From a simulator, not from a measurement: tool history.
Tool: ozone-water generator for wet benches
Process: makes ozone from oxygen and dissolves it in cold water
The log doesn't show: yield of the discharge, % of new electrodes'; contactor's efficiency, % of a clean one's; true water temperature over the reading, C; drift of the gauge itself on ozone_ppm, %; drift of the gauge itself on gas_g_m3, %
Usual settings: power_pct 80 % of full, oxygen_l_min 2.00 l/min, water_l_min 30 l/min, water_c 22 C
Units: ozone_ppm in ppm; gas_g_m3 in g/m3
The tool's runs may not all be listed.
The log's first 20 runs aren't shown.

run	hour	power_pct	oxygen_l_min	water_l_min	water_c	hours of work since the electrodes were changed	hours of work since the contactor was cleaned	hours of work since the thermometer was calibrated	ozone_ppm	gas_g_m3
21	1500.1	77	1.93	29	14	1624	3349	277	6.66	194.2
22	1608.6	80	1.35	30	26	1721	3447	374	5.61	244.5
23	1675.6	80	3.03	18	27	1781	3507	434	11.16	156.1
24	1735.2	71	1.67	30	22	1834	3560	488	5.46	193.6
25	1817.5	84	2.00	27	22	1908	3634	561	7.71	204.2
26	1881.3	74	2.00	30	22	1965	3691	619	6.10	181.0
27	1942.8	61	3.41	40	14	2020	3746	674	4.41	114.4
28	2052.5	61	3.41	40	25	2119	3844	772	4.18	115.6
29	2147.4	61	3.41	40	25	2204	3929	857	4.19	115.4
30	2257.7	78	2.00	30	22	2302	4028	956	6.41	187.2
31	2310.6	80	1.63	26	16	2350	4075	1003	7.58	215.3
32	2367.4	80	1.63	25	15	2401	4126	1054	7.93	214.4
33	2438.2	50	2.00	30	22	2464	4189	1117	4.46	127.6

3 ways to go on from here, each from the tool as it stands after run 33. What would each give?
A	2521.2	50	2.00	44	16	2538	4264	1192	?	?
B	2521.2	68	1.35	30	24	2538	4264	1192	?	?
C	2521.2	50	3.18	19	28	2538	4264	1192	?	?

run	ozone_ppm	gas_g_m3
A	2.71	126.4
B	4.95	204.0
C	7.11	97.5
Without the tool's hidden state the same runs would have given:
run	ozone_ppm	gas_g_m3
A	2.72	133.1
B	4.96	214.9
C	7.13	102.7
